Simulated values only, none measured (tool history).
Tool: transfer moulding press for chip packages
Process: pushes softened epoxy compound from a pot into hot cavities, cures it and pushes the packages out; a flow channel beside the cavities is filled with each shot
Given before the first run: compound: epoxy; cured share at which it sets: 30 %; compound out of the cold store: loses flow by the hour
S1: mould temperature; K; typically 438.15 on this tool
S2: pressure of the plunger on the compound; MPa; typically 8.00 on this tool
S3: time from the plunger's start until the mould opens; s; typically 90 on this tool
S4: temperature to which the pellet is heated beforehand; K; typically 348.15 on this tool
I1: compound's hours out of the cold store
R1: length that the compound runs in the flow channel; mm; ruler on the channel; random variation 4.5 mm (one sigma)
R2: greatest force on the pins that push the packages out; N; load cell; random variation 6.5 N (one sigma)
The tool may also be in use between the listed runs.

run	day	S1	S2	S3	S4	I1	R1	R2
1	0.000	438.15	8.00	90	348.15	44.1	492	472
# day 0.138: cavities cleaned with cleaning compound and waxed
2	0.408	438.15	8.00	90	348.15	31.3	506	291
3	0.967	438.15	8.00	90	348.15	45.0	485	336
4	1.521	438.15	8.00	90	348.15	13.1	536	369
5	1.979	438.15	8.00	90	348.15	27.9	510	403
6	2.221	438.15	8.00	90	348.15	14.9	535	408
7	2.521	433.15	8.00	90	343.15	34.7	514	566
8	2.883	431.15	8.00	108	354.15	17.7	552	504
9	3.317	431.15	8.00	90	348.15	40.1	501	692
10	3.629	431.15	8.00	90	348.15	30.3	524	759
11	3.950	431.15	8.00	90	348.15	47.0	494	747
12	4.308	431.15	8.00	90	348.15	39.6	503	789

Branching from run 12: 5 alternative next runs. What would each branch give?
# day 4.567: cavities cleaned with cleaning compound and waxed
A	4.671	438.15	9.02	90	355.15	12.8	?	?
# day 4.567: cavities cleaned with cleaning compound and waxed
B	4.671	430.15	7.17	90	348.15	14.9	?	?
# day 4.567: cavities cleaned with cleaning compound and waxed
C	4.671	444.15	8.00	90	348.15	31.1	?	?
# day 4.567: cavities cleaned with cleaning compound and waxed
D	4.671	431.15	8.00	90	346.15	13.1	?	?
# day 4.567: cavities cleaned with cleaning compound and waxed
E	4.671	434.15	7.20	77	348.15	28.1	?	?

run	R1	R2
A	559	286
B	514	548
C	489	238
D	551	509
E	493	512
With no hidden state in the tool, these same runs would have given:
run	R1	R2
A	576	265
B	530	502
C	504	223
D	567	467
E	508	469

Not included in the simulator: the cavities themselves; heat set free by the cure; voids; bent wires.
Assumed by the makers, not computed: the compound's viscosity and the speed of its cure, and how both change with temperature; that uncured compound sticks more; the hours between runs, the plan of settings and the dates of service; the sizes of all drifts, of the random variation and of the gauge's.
